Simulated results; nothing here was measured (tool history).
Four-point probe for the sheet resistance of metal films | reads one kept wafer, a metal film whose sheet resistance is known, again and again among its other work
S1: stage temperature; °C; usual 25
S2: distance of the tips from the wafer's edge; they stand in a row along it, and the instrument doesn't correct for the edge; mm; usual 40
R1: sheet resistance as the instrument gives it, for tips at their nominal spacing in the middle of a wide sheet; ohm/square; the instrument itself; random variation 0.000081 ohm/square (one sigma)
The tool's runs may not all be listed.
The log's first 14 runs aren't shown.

{"run": 15, "hour": 856.9, "S1": 25, "S2": 40, "R1": 0.406432}
{"hour": 875.0, "done": "stage's thermometer calibrated, once more"}
{"run": 16, "hour": 911.9, "S1": 25, "S2": 40, "R1": 0.407031}
{"run": 17, "hour": 968.8, "S1": 19, "S2": 40, "R1": 0.407744}
{"run": 18, "hour": 1005.9, "S1": 19, "S2": 40, "R1": 0.407885}
{"run": 19, "hour": 1069.8, "S1": 27, "S2": 41, "R1": 0.407282}
{"run": 20, "hour": 1151.2, "S1": 19, "S2": 54, "R1": 0.408129}
{"run": 21, "hour": 1233.3, "S1": 26, "S2": 5, "R1": 0.421481}
{"run": 22, "hour": 1315.5, "S1": 28, "S2": 54, "R1": 0.407564}
{"run": 23, "hour": 1381.3, "S1": 22, "S2": 17, "R1": 0.409611}
{"run": 24, "hour": 1466.4, "S1": 22, "S2": 17, "R1": 0.409879}
{"run": 25, "hour": 1502.4, "S1": 32, "S2": 5, "R1": 0.421456}
{"run": 26, "hour": 1538.8, "S1": 20, "S2": 20, "R1": 0.409935}
{"run": 27, "hour": 1592.1, "S1": 33, "S2": 3, "R1": 0.443768}
{"run": 28, "hour": 1654.3, "S1": 33, "S2": 3, "R1": 0.443733}
{"run": 29, "hour": 1715.9, "S1": 33, "S2": 3, "R1": 0.444076}
{"run": 30, "hour": 1787.3, "S1": 30, "S2": 40, "R1": 0.409138}
{"run": 31, "hour": 1868.9, "S1": 25, "S2": 6, "R1": 0.419095}
{"run": 32, "hour": 1932.7, "S1": 21, "S2": 8, "R1": 0.415618}
{"run": 33, "hour": 1980.7, "S1": 19, "S2": 22, "R1": 0.411245}
{"run": 34, "hour": 2048.0, "S1": 23, "S2": 21, "R1": 0.411156}
{"run": 35, "hour": 2114.4, "S1": 23, "S2": 21, "R1": 0.41129}
{"run": 36, "hour": 2196.2, "S1": 23, "S2": 21, "R1": 0.411485}

4 ways to go on from here, each from the tool as it stands after run 36. What would each give?
{"run": "A", "hour": 2249.4, "S1": 28, "S2": 34, "R1": "?"}
{"run": "B", "hour": 2249.4, "S1": 18, "S2": 60, "R1": "?"}
{"run": "C", "hour": 2249.4, "S1": 19, "S2": 20, "R1": "?"}
{"run": "D", "hour": 2249.4, "S1": 33, "S2": 40, "R1": "?"}

run=A R1=0.410598
run=B R1=0.411312
run=C R1=0.412095
run=D R1=0.410190
Without the tool's hidden state the same runs would have given:
run=A R1=0.406358
run=B R1=0.407072
run=C R1=0.407846
run=D R1=0.405951
